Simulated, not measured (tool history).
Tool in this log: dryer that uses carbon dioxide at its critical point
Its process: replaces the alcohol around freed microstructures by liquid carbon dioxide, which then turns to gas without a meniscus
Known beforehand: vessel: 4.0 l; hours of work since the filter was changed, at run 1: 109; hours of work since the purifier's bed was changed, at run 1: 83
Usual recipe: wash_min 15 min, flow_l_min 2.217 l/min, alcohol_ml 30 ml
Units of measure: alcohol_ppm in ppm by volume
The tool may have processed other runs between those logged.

run,hour,wash_min,flow_l_min,alcohol_ml,hours of work since the filter was changed,hours of work since the purifier's bed was changed,alcohol_ppm
1,0.0,15,2.217,30,109,83,39
2,10.6,15,2.217,30,114,88,27
3,31.6,15,2.217,30,123,96,24
4,49.7,15,2.217,30,131,104,25
5,62.6,15,2.217,30,136,110,27
6,73.4,15,2.217,30,141,114,23
7,93.5,15,2.217,30,149,123,24
8,104.6,15,2.217,30,154,128,38
9,117.5,15,2.217,30,160,133,39
10,132.6,15,2.217,30,166,140,34
11,143.0,15,2.050,30,171,144,45
12,157.6,15,2.217,96,177,150,60
13,179.2,15,2.217,30,186,159,42
14,190.4,15,2.217,30,191,164,46
15,202.6,15,2.217,30,196,169,38
16,221.0,15,2.217,30,204,177,42
17,232.7,15,2.217,30,209,182,41
18,256.6,15,2.217,30,219,193,37
19,275.3,15,2.217,30,227,200,42
20,286.3,15,3.000,30,232,205,37
21,305.0,11,3.130,56,240,213,54
22,325.6,11,3.130,56,248,222,45
23,336.1,11,3.130,56,253,226,52
24,353.1,11,1.720,68,260,234,342
25,367.1,15,1.410,107,266,240,331
26,387.5,15,2.320,92,275,248,57
27,403.9,22,2.320,92,282,255,54
28,427.5,11,2.217,30,292,265,101
29,441.2,11,2.217,30,298,271,89
30,460.0,10,2.590,30,306,279,82
31,477.2,22,2.217,30,313,287,57
32,495.9,22,2.480,30,321,295,56
33,519.2,15,2.210,94,331,305,81
34,540.2,16,2.710,32,340,314,64
35,560.9,16,2.480,33,349,322,59
36,571.8,16,2.480,33,354,327,57
37,585.8,15,2.217,52,360,333,71

Each run again, without the hidden state but with its own random variation kept:
The hidden state here: flow that reaches the vessel past the clogged filter, %; alcohol in the recycled carbon dioxide, ppm; drift of the gauge itself on alcohol_ppm, %.
run,alcohol_ppm
1,23
2,11
3,6
4,6
5,6
6,2
7,2
8,14
9,14
10,7
11,17
12,30
13,12
14,16
15,7
16,9
17,7
18,2
19,5
20,1
21,14
22,4
23,10
24,255
25,238
26,8
27,10
28,44
29,32
30,25
31,6
32,4
33,21
34,9
35,1
36,0
37,9
